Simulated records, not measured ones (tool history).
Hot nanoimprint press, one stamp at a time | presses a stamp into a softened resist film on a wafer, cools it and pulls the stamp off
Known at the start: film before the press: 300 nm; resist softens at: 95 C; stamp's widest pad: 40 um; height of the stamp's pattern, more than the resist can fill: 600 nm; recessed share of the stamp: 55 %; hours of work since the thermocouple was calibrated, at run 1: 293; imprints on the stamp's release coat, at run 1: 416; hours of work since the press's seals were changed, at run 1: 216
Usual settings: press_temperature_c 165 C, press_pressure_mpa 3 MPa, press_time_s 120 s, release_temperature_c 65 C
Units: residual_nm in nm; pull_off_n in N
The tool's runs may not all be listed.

run	hour	press_temperature_c	press_pressure_mpa	press_time_s	release_temperature_c	hours of work since the thermocouple was calibrated	imprints on the stamp's release coat	hours of work since the press's seals were changed	residual_nm	pull_off_n
1	0	165	3	120	65	293	416	216	116.6	216
# hour 14.7: plate thermocouple calibrated
2	24	165	3	143	65	6	491	230	108.3	216
3	45.8	165	3	143	65	21	569	244	107.5	207
4	57.9	165	3	120	65	29	612	252	115.9	212
5	71.1	165	3	120	65	37	659	261	116.6	217
6	99.5	165	3	78	65	56	760	279	137.5	215
7	117	165	3	78	65	68	822	291	138.8	210
8	139.5	165	3	78	65	82	902	306	138.3	216
9	155.3	159	3.03	106	68	93	959	316	169	207
10	170.5	158	3.03	106	68	103	1013	326	177.9	198
11	198.7	158	3.03	106	68	121	1113	345	177.1	203
12	220.5	158	3.03	106	68	136	1191	359	176.9	205
13	234.8	174	2.92	180	58	145	1241	369	58.5	238
14	251.5	169	3.08	180	51	156	1301	380	75.1	271
15	272.8	165	4.14	90	69	170	1377	394	114.7	189
16	286.6	160	3	199	65	180	1426	403	128	214

Hidden state at the last listed run before each entry between runs and at the first one after, where it differs:
Between runs 1 and 2: plate thermocouple calibrated (hour 14.7)
  true temperature over the reading, C: -0.01 -> 0; grip of the stamp's worn release coat, % over a new coat's: 0.3 -> 0.4

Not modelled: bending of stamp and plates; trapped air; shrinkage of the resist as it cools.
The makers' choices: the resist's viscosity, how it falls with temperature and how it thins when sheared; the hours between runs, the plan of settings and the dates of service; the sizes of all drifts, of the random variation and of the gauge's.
